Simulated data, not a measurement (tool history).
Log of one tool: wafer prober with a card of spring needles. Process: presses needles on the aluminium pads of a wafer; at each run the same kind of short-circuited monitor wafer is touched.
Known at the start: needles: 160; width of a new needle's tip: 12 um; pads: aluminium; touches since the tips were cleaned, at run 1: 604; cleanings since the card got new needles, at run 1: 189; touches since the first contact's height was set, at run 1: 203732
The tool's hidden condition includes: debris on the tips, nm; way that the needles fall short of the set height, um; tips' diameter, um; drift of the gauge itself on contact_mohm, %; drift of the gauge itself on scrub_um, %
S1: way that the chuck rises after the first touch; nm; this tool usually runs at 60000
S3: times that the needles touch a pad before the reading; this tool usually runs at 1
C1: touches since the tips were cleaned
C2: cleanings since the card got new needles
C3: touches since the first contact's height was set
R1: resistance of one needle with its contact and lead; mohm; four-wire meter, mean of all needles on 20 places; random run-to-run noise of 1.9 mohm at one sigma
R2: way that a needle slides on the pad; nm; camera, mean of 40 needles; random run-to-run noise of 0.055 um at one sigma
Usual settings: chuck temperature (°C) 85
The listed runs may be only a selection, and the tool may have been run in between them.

{"run": 1, "day": 0.0, "S1": 60000, "chuck temperature (°C)": 85, "S3": 1, "C1": 604, "C2": 189, "C3": 203732, "R1": 290, "R2": 12030}
{"day": 0.462, "done": "tips cleaned on abrasive film"}
{"day": 1.042, "done": "tips cleaned on abrasive film"}
{"day": 1.621, "done": "tips cleaned on abrasive film"}
{"day": 2.125, "done": "tips cleaned on abrasive film"}
{"run": 2, "day": 2.125, "S1": 60000, "chuck temperature (°C)": 55, "S3": 1, "C1": 0, "C2": 193, "C3": 222066, "R1": 231, "R2": 11670}
{"day": 2.7, "done": "tips cleaned on abrasive film"}
{"day": 2.825, "done": "height of the first contact set anew"}
{"day": 3.175, "done": "tips cleaned on abrasive film"}
{"run": 3, "day": 3.325, "S1": 60000, "chuck temperature (°C)": 85, "S3": 1, "C1": 1301, "C2": 195, "C3": 4302, "R1": 342, "R2": 12670}
{"day": 3.675, "done": "tips cleaned on abrasive film"}
{"day": 4.254, "done": "tips cleaned on abrasive film"}
{"day": 4.833, "done": "tips cleaned on abrasive film"}
{"run": 4, "day": 4.862, "S1": 60000, "chuck temperature (°C)": 85, "S3": 1, "C1": 247, "C2": 198, "C3": 17558, "R1": 255, "R2": 12600}
{"day": 5.325, "done": "tips cleaned on abrasive film"}
{"day": 5.792, "done": "tips cleaned on abrasive film"}
{"run": 5, "day": 6.1, "S1": 60000, "chuck temperature (°C)": 43, "S3": 1, "C1": 2686, "C2": 200, "C3": 28250, "R1": 435, "R2": 12670}
{"day": 6.333, "done": "tips cleaned on abrasive film"}
{"day": 6.912, "done": "tips cleaned on abrasive film"}
{"day": 7.492, "done": "tips cleaned on abrasive film"}
{"day": 7.954, "done": "tips cleaned on abrasive film"}
{"day": 8.479, "done": "tips cleaned on abrasive film"}
{"run": 6, "day": 8.479, "S1": 60000, "chuck temperature (°C)": 43, "S3": 2, "C1": 0, "C2": 205, "C3": 48797, "R1": 225, "R2": 12510}
{"day": 8.946, "done": "tips cleaned on abrasive film"}
{"day": 9.525, "done": "tips cleaned on abrasive film"}
{"day": 9.988, "done": "tips cleaned on abrasive film"}
{"run": 7, "day": 10.171, "S1": 60000, "chuck temperature (°C)": 85, "S3": 2, "C1": 1589, "C2": 208, "C3": 63396, "R1": 306, "R2": 12470}
{"day": 10.521, "done": "tips cleaned on abrasive film"}
{"day": 11.1, "done": "tips cleaned on abrasive film"}
{"day": 11.679, "done": "tips cleaned on abrasive film"}
{"run": 8, "day": 12.117, "S1": 44000, "chuck temperature (°C)": 85, "S3": 1, "C1": 3830, "C2": 211, "C3": 80235, "R1": 756, "R2": 9060}
{"day": 12.238, "done": "tips cleaned on abrasive film"}
{"day": 12.808, "done": "tips cleaned on abrasive film"}
{"day": 13.383, "done": "tips cleaned on abrasive film"}
{"day": 13.962, "done": "tips cleaned on abrasive film"}
{"day": 14.425, "done": "tips cleaned on abrasive film"}
{"run": 9, "day": 14.454, "S1": 60000, "chuck temperature (°C)": 85, "S3": 1, "C1": 235, "C2": 216, "C3": 100374, "R1": 269, "R2": 12370}
{"day": 14.917, "done": "tips cleaned on abrasive film"}
{"day": 15.496, "done": "tips cleaned on abrasive film"}
{"day": 15.846, "done": "tips cleaned on abrasive film, once more"}
{"day": 16.308, "done": "tips cleaned on abrasive film"}
{"run": 10, "day": 16.733, "S1": 60000, "chuck temperature (°C)": 85, "S3": 1, "C1": 3686, "C2": 220, "C3": 120061, "R1": 487, "R2": 12230}
{"day": 16.854, "done": "tips cleaned on abrasive film"}
{"day": 17.433, "done": "tips cleaned on abrasive film"}
{"day": 17.896, "done": "tips cleaned on abrasive film"}
{"day": 18.471, "done": "tips cleaned on abrasive film"}
{"day": 19.05, "done": "tips cleaned on abrasive film"}
{"run": 11, "day": 19.154, "S1": 60000, "chuck temperature (°C)": 85, "S3": 1, "C1": 920, "C2": 225, "C3": 140948, "R1": 340, "R2": 12190}
{"day": 19.617, "done": "tips cleaned on abrasive film"}
{"day": 20.083, "done": "tips cleaned on abrasive film"}
{"run": 12, "day": 20.25, "S1": 60000, "chuck temperature (°C)": 85, "S3": 1, "C1": 1459, "C2": 227, "C3": 150410, "R1": 385, "R2": 12180}
{"day": 20.588, "done": "tips cleaned on abrasive film"}
{"day": 21.167, "done": "tips cleaned on abrasive film"}
{"day": 21.7, "done": "tips cleaned on abrasive film"}
{"run": 13, "day": 21.7, "S1": 60000, "chuck temperature (°C)": 85, "S3": 1, "C1": 0, "C2": 230, "C3": 162907, "R1": 253, "R2": 12130}
{"day": 22.162, "done": "tips cleaned on abrasive film"}
{"day": 22.742, "done": "tips cleaned on abrasive film"}
{"day": 23.321, "done": "tips cleaned on abrasive film"}
{"run": 14, "day": 23.629, "S1": 68000, "chuck temperature (°C)": 85, "S3": 2, "C1": 2669, "C2": 233, "C3": 179585, "R1": 330, "R2": 13780}
{"day": 23.862, "done": "tips cleaned on abrasive film"}
{"day": 24.442, "done": "tips cleaned on abrasive film"}
{"day": 24.904, "done": "tips cleaned on abrasive film"}
{"day": 25.483, "done": "tips cleaned on abrasive film"}
{"run": 15, "day": 25.729, "S1": 78000, "chuck temperature (°C)": 48, "S3": 2, "C1": 2111, "C2": 237, "C3": 197707, "R1": 283, "R2": 15800}
{"day": 25.95, "done": "tips cleaned on abrasive film"}
{"day": 26.529, "done": "tips cleaned on abrasive film"}
{"day": 27.108, "done": "tips cleaned on abrasive film"}
{"run": 16, "day": 27.392, "S1": 78000, "chuck temperature (°C)": 48, "S3": 2, "C1": 2459, "C2": 240, "C3": 212089, "R1": 290, "R2": 15820}
{"day": 27.625, "done": "tips cleaned on abrasive film"}
{"day": 28.2, "done": "tips cleaned on abrasive film"}
{"day": 28.779, "done": "tips cleaned on abrasive film"}
{"day": 29.242, "done": "height of the first contact set anew"}
{"day": 29.362, "done": "tips cleaned on abrasive film"}
{"run": 17, "day": 29.529, "S1": 78000, "chuck temperature (°C)": 48, "S3": 2, "C1": 1439, "C2": 244, "C3": 2439, "R1": 261, "R2": 16580}
{"day": 29.875, "done": "tips cleaned on abrasive film"}
{"day": 30.454, "done": "tips cleaned on abrasive film"}
{"run": 18, "day": 30.629, "S1": 78000, "chuck temperature (°C)": 48, "S3": 2, "C1": 1501, "C2": 246, "C3": 11943, "R1": 262, "R2": 16450}
{"day": 30.971, "done": "tips cleaned on abrasive film"}
{"day": 31.55, "done": "tips cleaned on abrasive film"}
{"day": 32.05, "done": "tips cleaned on abrasive film"}
{"run": 19, "day": 32.05, "S1": 78000, "chuck temperature (°C)": 48, "S3": 2, "C1": 0, "C2": 249, "C3": 24213, "R1": 208, "R2": 16340}
{"day": 32.517, "done": "tips cleaned on abrasive film"}
{"day": 33.096, "done": "tips cleaned on abrasive film"}
{"day": 33.675, "done": "tips cleaned on abrasive film"}
{"day": 34.25, "done": "tips cleaned on abrasive film"}
{"run": 20, "day": 34.612, "S1": 78000, "chuck temperature (°C)": 48, "S3": 2, "C1": 3153, "C2": 253, "C3": 46357, "R1": 306, "R2": 16320}
{"day": 34.725, "done": "tips cleaned on abrasive film"}
{"day": 35.188, "done": "tips cleaned on abrasive film"}
{"day": 35.762, "done": "tips cleaned on abrasive film"}
{"run": 21, "day": 35.862, "S1": 45000, "chuck temperature (°C)": 61, "S3": 2, "C1": 863, "C2": 256, "C3": 57112, "R1": 345, "R2": 9270}
{"day": 36.325, "done": "tips cleaned on abrasive film"}
{"day": 36.904, "done": "tips cleaned on abrasive film"}
{"day": 37.475, "done": "tips cleaned on abrasive film"}
{"day": 38.054, "done": "tips cleaned on abrasive film"}
{"run": 22, "day": 38.367, "S1": 65000, "chuck temperature (°C)": 91, "S3": 1, "C1": 2697, "C2": 260, "C3": 78763, "R1": 428, "R2": 13480}
{"day": 38.6, "done": "tips cleaned on abrasive film"}
{"day": 39.062, "done": "tips cleaned on abrasive film"}
{"day": 39.638, "done": "tips cleaned on abrasive film"}
{"run": 23, "day": 39.717, "S1": 41000, "chuck temperature (°C)": 35, "S3": 2, "C1": 701, "C2": 263, "C3": 90429, "R1": 359, "R2": 8300}
{"day": 40.183, "done": "tips cleaned on abrasive film"}
{"day": 40.646, "done": "tips cleaned on abrasive film"}
{"day": 41.225, "done": "tips cleaned on abrasive film"}
{"run": 24, "day": 41.646, "S1": 56000, "chuck temperature (°C)": 33, "S3": 1, "C1": 3640, "C2": 266, "C3": 107078, "R1": 565, "R2": 11430}
{"day": 41.762, "done": "tips cleaned on abrasive film"}
{"day": 42.338, "done": "tips cleaned on abrasive film"}
{"day": 42.917, "done": "tips cleaned on abrasive film"}
{"run": 25, "day": 43.204, "S1": 56000, "chuck temperature (°C)": 60, "S3": 1, "C1": 2488, "C2": 269, "C3": 120532, "R1": 511, "R2": 11470}
{"day": 43.438, "done": "tips cleaned on abrasive film"}
{"day": 44.008, "done": "tips cleaned on abrasive film"}
{"day": 44.575, "done": "tips cleaned on abrasive film"}
{"run": 26, "day": 44.925, "S1": 56000, "chuck temperature (°C)": 60, "S3": 2, "C1": 3036, "C2": 272, "C3": 135411, "R1": 413, "R2": 11440}

Forecast each of these 3 alternatives for the next run:
{"day": 45.05, "done": "tips cleaned on abrasive film"}
{"day": 45.629, "done": "tips cleaned on abrasive film"}
{"day": 46.092, "done": "tips cleaned on abrasive film"}
{"day": 46.671, "done": "tips cleaned on abrasive film"}
{"run": "A", "day": 47.117, "S1": 48000, "chuck temperature (°C)": 49, "S3": 2, "C1": 3864, "C2": 276, "C3": 154312, "R1": "?", "R2": "?"}
{"day": 45.05, "done": "tips cleaned on abrasive film"}
{"day": 45.629, "done": "tips cleaned on abrasive film"}
{"day": 46.092, "done": "tips cleaned on abrasive film"}
{"day": 46.671, "done": "tips cleaned on abrasive film"}
{"run": "B", "day": 47.117, "S1": 67000, "chuck temperature (°C)": 85, "S3": 2, "C1": 3864, "C2": 276, "C3": 154312, "R1": "?", "R2": "?"}
{"day": 45.05, "done": "tips cleaned on abrasive film"}
{"day": 45.629, "done": "tips cleaned on abrasive film"}
{"day": 46.092, "done": "tips cleaned on abrasive film"}
{"day": 46.671, "done": "tips cleaned on abrasive film"}
{"run": "C", "day": 47.117, "S1": 60000, "chuck temperature (°C)": 85, "S3": 1, "C1": 3864, "C2": 276, "C3": 154312, "R1": "?", "R2": "?"}

run=A R1=576 R2=9660
run=B R1=390 R2=13630
run=C R1=578 R2=12250
Had the tool no hidden state, the same runs would have come out as:
run=A R1=202 R2=10200
run=B R1=204 R2=14180
run=C R1=205 R2=12800

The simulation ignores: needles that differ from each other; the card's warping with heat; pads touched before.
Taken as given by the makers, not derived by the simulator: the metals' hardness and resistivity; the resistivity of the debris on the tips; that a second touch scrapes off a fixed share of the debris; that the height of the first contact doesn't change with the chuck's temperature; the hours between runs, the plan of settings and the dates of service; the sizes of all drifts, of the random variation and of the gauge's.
